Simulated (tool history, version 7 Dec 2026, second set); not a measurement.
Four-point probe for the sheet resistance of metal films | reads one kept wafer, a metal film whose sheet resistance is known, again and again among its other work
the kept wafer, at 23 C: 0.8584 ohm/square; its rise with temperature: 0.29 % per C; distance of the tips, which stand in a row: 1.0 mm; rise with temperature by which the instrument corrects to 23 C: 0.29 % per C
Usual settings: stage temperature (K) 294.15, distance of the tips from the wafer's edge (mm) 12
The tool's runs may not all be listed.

run	hour	stage temperature (K)	distance of the tips from the wafer's edge (mm)	sheet resistance as the instrument gives it (ohm/square)
1	0.0	294.15	12	0.861561
2	15.9	294.15	12	0.861413
3	52.1	294.15	12	0.861588
4	84.8	294.15	12	0.861755
5	105.0	294.15	12	0.861584
6	126.2	294.15	12	0.861897
7	145.3	294.15	12	0.861671
8	166.5	303.15	12	0.861875
9	182.9	303.15	12	0.862013
10	219.3	294.15	12	0.861487
11	242.2	294.15	62	0.858848
12	277.2	294.15	62	0.858569
13	310.2	294.15	62	0.858256
14	331.6	294.15	12	0.861563
15	362.1	294.15	12	0.861439
16	379.9	299.15	12	0.861552
17	398.2	299.15	11	0.862185
18	420.7	294.15	12	0.861958
19	450.0	294.15	12	0.861876
20	475.7	294.15	12	0.861664
21	499.4	294.15	11	0.862312
22	518.6	294.15	24	0.859475
23	534.6	294.15	24	0.859395
24	562.2	294.15	4	0.886425
25	594.8	306.15	28	0.859205
26	630.7	299.15	51	0.858352
27	650.3	304.15	28	0.858929
28	669.5	301.15	28	0.859034
29	701.1	296.15	14	0.860943
30	732.8	300.15	7	0.867922
31	750.9	293.15	9	0.864634
32	771.8	297.15	9	0.863990
33	803.5	300.15	55	0.858701
34	830.1	300.15	55	0.858503
35	857.0	300.15	55	0.858574
36	875.0	307.15	55	0.859065
37	890.7	307.15	55	0.858659
38	914.0	303.15	9	0.864187
39	940.5	305.15	3	0.906627
40	965.9	303.15	9	0.864358
41	996.1	294.15	10	0.862877
42	1023.7	294.15	10	0.863131
43	1049.3	293.15	6	0.871250
44	1080.9	293.15	6	0.871247
45	1107.8	295.15	26	0.859072
46	1137.1	295.15	26	0.858895

3 ways to go on from here, each from the tool as it stands after run 46. What would each give?
A	1170.1	296.15	4	?
B	1170.1	297.15	12	?
C	1170.1	300.15	14	?

run	sheet resistance as the instrument gives it (ohm/square)
A	0.886361
B	0.861492
C	0.860814
Without the tool's hidden state the same runs would have given:
run	sheet resistance as the instrument gives it (ohm/square)
A	0.886280
B	0.861413
C	0.860736

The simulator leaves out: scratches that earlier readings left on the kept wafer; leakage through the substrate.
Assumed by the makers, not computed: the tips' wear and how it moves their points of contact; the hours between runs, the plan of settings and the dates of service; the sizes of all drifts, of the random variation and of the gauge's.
